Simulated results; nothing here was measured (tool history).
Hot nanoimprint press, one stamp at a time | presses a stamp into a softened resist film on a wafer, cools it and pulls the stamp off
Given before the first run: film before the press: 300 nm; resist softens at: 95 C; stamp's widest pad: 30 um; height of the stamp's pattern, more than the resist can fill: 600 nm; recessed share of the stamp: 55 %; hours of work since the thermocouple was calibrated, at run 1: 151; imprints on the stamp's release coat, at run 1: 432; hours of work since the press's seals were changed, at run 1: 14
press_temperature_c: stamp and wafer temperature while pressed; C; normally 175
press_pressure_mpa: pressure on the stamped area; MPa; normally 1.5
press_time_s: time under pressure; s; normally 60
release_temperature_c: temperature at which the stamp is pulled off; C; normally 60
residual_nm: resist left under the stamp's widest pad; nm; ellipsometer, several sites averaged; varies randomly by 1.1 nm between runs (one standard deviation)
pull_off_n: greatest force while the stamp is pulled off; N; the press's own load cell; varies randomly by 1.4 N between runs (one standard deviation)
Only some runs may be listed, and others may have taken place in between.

| run | hour | press_temperature_c | press_pressure_mpa | press_time_s | release_temperature_c | hours of work since the thermocouple was calibrated | imprints on the stamp's release coat | hours of work since the press's seals were changed | residual_nm | pull_off_n |
|---|---|---|---|---|---|---|---|---|---|---|
| 1 | 0 | 175 | 1.5 | 60 | 60 | 151 | 432 | 14 | 165.9 | 134 |
| 2 | 8.7 | 170 | 1.5 | 60 | 60 | 157 | 460 | 21 | 189.5 | 131 |
| 3 | 20.8 | 175 | 1.5 | 60 | 60 | 166 | 499 | 30 | 165.1 | 133 |
| 4 | 31.2 | 175 | 1.5 | 60 | 60 | 174 | 533 | 37 | 167.1 | 132 |
| 5 | 43 | 175 | 1.5 | 60 | 60 | 182 | 570 | 46 | 168.6 | 134 |
| 6 | 56.6 | 187 | 1.5 | 60 | 60 | 193 | 614 | 56 | 121.5 | 129 |
| 7 | 64.1 | 187 | 1.5 | 60 | 60 | 198 | 638 | 62 | 121.5 | 133 |
|  | 76.7 | stamp cleaned and given a new release coat |
| 8 | 81 | 187 | 1.5 | 60 | 60 | 206 | 14 | 70 | 124.1 | 127 |
| 9 | 86.7 | 175 | 1.5 | 60 | 60 | 210 | 32 | 74 | 170.4 | 125 |
| 10 | 96.4 | 175 | 1.5 | 92 | 60 | 218 | 64 | 81 | 147.8 | 129 |
| 11 | 104.8 | 175 | 1.5 | 92 | 60 | 224 | 91 | 88 | 145.9 | 128 |
| 12 | 110.6 | 175 | 1.5 | 85 | 60 | 228 | 109 | 92 | 150.8 | 129 |
| 13 | 123.4 | 175 | 1.5 | 60 | 66 | 238 | 150 | 101 | 168.4 | 118 |
| 14 | 129.4 | 175 | 1.5 | 60 | 60 | 242 | 169 | 106 | 168.2 | 130 |
| 15 | 140.1 | 175 | 1.5 | 60 | 60 | 250 | 204 | 114 | 170.9 | 128 |
| 16 | 153.5 | 174 | 1.9 | 44 | 62 | 260 | 247 | 124 | 171.5 | 126 |
| 17 | 164.8 | 174 | 1.9 | 44 | 62 | 268 | 283 | 132 | 172.4 | 125 |
| 18 | 172.9 | 185 | 1.9 | 55 | 62 | 274 | 309 | 138 | 118.6 | 125 |
| 19 | 178.4 | 185 | 1.39 | 55 | 55 | 279 | 327 | 142 | 140 | 139 |
| 20 | 190.5 | 185 | 1.5 | 60 | 60 | 287 | 366 | 151 | 130.3 | 134 |
| 21 | 201.8 | 175 | 1.07 | 60 | 48 | 296 | 402 | 160 | 197.5 | 155 |
| 22 | 212.9 | 175 | 1.17 | 67 | 56 | 304 | 438 | 168 | 184.5 | 139 |
| 23 | 222.5 | 164 | 1 | 106 | 66 | 311 | 468 | 175 | 224 | 120 |
| 24 | 233.3 | 186 | 0.97 | 52 | 54 | 319 | 503 | 183 | 165.3 | 140 |
| 25 | 243.1 | 175 | 1.98 | 60 | 65 | 327 | 535 | 190 | 151.6 | 123 |
| 26 | 255.5 | 175 | 1.24 | 60 | 51 | 336 | 574 | 199 | 186.7 | 150 |
| 27 | 262 | 169 | 1.24 | 34 | 51 | 341 | 595 | 204 | 239.7 | 147 |
| 28 | 269.5 | 169 | 1.24 | 106 | 52 | 346 | 619 | 210 | 185.4 | 149 |
|  | 273.8 | plate thermocouple calibrated |
| 29 | 282.4 | 175 | 1.09 | 52 | 48 | 6 | 651 | 217 | 196.1 | 156 |

Forecast each of these 3 alternatives for the next run:
|  | 290.9 | stamp cleaned and given a new release coat |
| A | 295.4 | 175 | 1.5 | 60 | 52 | 12 | 15 | 222 | ? | ? |
|  | 290.9 | stamp cleaned and given a new release coat |
| B | 295.4 | 174 | 1.09 | 52 | 54 | 12 | 15 | 222 | ? | ? |
|  | 290.9 | stamp cleaned and given a new release coat |
| C | 295.4 | 175 | 1.09 | 52 | 65 | 12 | 15 | 222 | ? | ? |

| run | residual_nm | pull_off_n |
|---|---|---|
| A | 167.1 | 139 |
| B | 200.1 | 136 |
| C | 197.2 | 116 |
The same runs, with their run-to-run variation unchanged, on a tool lacking any hidden condition would have given:
| run | residual_nm | pull_off_n |
|---|---|---|
| A | 166.3 | 139 |
| B | 199.7 | 136 |
| C | 196.7 | 116 |
